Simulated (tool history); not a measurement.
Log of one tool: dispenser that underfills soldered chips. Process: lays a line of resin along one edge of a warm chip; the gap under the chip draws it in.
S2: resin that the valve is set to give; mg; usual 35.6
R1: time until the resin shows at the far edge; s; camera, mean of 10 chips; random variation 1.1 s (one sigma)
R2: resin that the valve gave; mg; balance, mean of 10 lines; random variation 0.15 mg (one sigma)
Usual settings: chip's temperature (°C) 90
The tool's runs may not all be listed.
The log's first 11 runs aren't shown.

At hour 75.1: new syringe of resin.
Run 12, hour 79.4: usual settings. Result: R1 141.3 s, R2 34.2 mg.
At hour 84.2: dispensing valve cleaned and set on the balance.
Run 13, hour 88.2: usual settings. Result: R1 223.5 s, R2 35.42 mg.
At hour 93.4: new syringe of resin.
Run 14, hour 94.1: usual settings. Result: R1 110.6 s, R2 35.31 mg.
Run 15, hour 98.1: usual settings. Result: R1 141.6 s, R2 35.41 mg.
Run 16, hour 106.4: usual settings but chip's temperature (°C) 102. Result: R1 134.2 s, R2 35.28 mg.
At hour 110.7: new syringe of resin.
Run 17, hour 115.3: usual settings. Result: R1 143.4 s, R2 34.67 mg.
Run 18, hour 124.2: usual settings but S2 43.1 mg. Result: R1 244.3 s, R2 42.1 mg.
At hour 127.8: new syringe of resin.
Run 19, hour 128.3: usual settings but chip's temperature (°C) 95, S2 41.8 mg. Result: R1 88.5 s, R2 41 mg.
Run 20, hour 136.7: usual settings but chip's temperature (°C) 102. Result: R1 106.6 s, R2 34.83 mg.
Run 21, hour 143.4: usual settings but chip's temperature (°C) 82, S2 43.3 mg. Result: R1 391 s, R2 41.7 mg.
At hour 145.3: new syringe of resin.
At hour 150.1: dispensing valve cleaned and set on the balance.
Run 22, hour 152.4: usual settings but chip's temperature (°C) 82, S2 43.3 mg. Result: R1 226 s, R2 43.41 mg.
Run 23, hour 157.6: usual settings but chip's temperature (°C) 98, S2 36.4 mg. Result: R1 150.4 s, R2 36.38 mg.
Run 24, hour 162.8: usual settings but chip's temperature (°C) 97, S2 40.7 mg. Result: R1 212.3 s, R2 40.53 mg.
At hour 163.9: new syringe of resin.
Run 25, hour 168: usual settings but S2 43.4 mg. Result: R1 138.9 s, R2 42.82 mg.
Run 26, hour 175: usual settings but chip's temperature (°C) 97, S2 34.1 mg. Result: R1 155.5 s, R2 33.54 mg.
At hour 181.3: new syringe of resin.
Run 27, hour 181.9: usual settings but chip's temperature (°C) 79, S2 45 mg. Result: R1 187.2 s, R2 44.23 mg.
Run 28, hour 187.8: usual settings but chip's temperature (°C) 88, S2 37.1 mg. Result: R1 176.3 s, R2 36.27 mg.
Run 29, hour 196.2: usual settings but chip's temperature (°C) 91, S2 35.4 mg. Result: R1 260.3 s, R2 34.58 mg.
At hour 198.6: new syringe of resin.
Run 30, hour 201.8: usual settings but chip's temperature (°C) 79, S2 31.6 mg. Result: R1 230.9 s, R2 30.37 mg.
Run 31, hour 205.6: usual settings but chip's temperature (°C) 102, S2 39.2 mg. Result: R1 99.6 s, R2 37.73 mg.
Run 32, hour 210.1: usual settings but chip's temperature (°C) 104, S2 34.5 mg. Result: R1 120 s, R2 33.42 mg.
Run 33, hour 213.9: usual settings but chip's temperature (°C) 78, S2 40.9 mg. Result: R1 499.7 s, R2 39.51 mg.
At hour 215.8: dispensing valve cleaned and set on the balance.
At hour 217: new syringe of resin.
Run 34, hour 219.6: usual settings but chip's temperature (°C) 78, S2 40.9 mg. Result: R1 219.8 s, R2 40.9 mg.
Run 35, hour 228.3: usual settings but chip's temperature (°C) 101, S2 33.8 mg. Result: R1 129.7 s, R2 33.58 mg.

4 ways to go on from here, each from the tool as it stands after run 35. What would each give?
Run A, hour 233.5: usual settings but chip's temperature (°C) 78, S2 33.8 mg. Result: R1 ?, R2 ?.
Run B, hour 233.5: usual settings but chip's temperature (°C) 101, S2 44.7 mg. Result: R1 ?, R2 ?.
Run C, hour 233.5: usual settings but S2 31.2 mg. Result: R1 ?, R2 ?.
Run D, hour 233.5: usual settings but chip's temperature (°C) 88. Result: R1 ?, R2 ?.

run     R1     R2
  A  521.6  33.66
  B  171.5  44.73
  C  290.5  31.11
  D  317.3   35.5
Without the tool's hidden state the same runs would have given:
run     R1     R2
  A    193  33.95
  B   63.5  45.11
  C  107.2  31.38
  D  117.7   35.8
